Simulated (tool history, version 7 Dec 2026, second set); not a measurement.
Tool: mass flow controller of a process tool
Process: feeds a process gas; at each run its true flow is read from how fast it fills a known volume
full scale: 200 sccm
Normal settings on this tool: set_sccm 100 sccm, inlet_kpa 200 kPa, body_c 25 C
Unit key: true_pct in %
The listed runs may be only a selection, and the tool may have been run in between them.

run	hour	set_sccm	inlet_kpa	body_c	true_pct
1	0.0	100	200	25	98.17
2	48.6	100	215	25	98.28
3	114.4	100	215	25	98.31
4	194.3	100	215	25	98.08
5	271.0	100	215	25	98.20
6	330.1	100	215	25	98.19

Expected results for the next run?
7	369.9	104	198	25	?

Run 7 produced true_pct 98.35 %.
If the tool had no hidden condition, the same run with the same run-to-run variation would have returned true_pct 98.84 %.
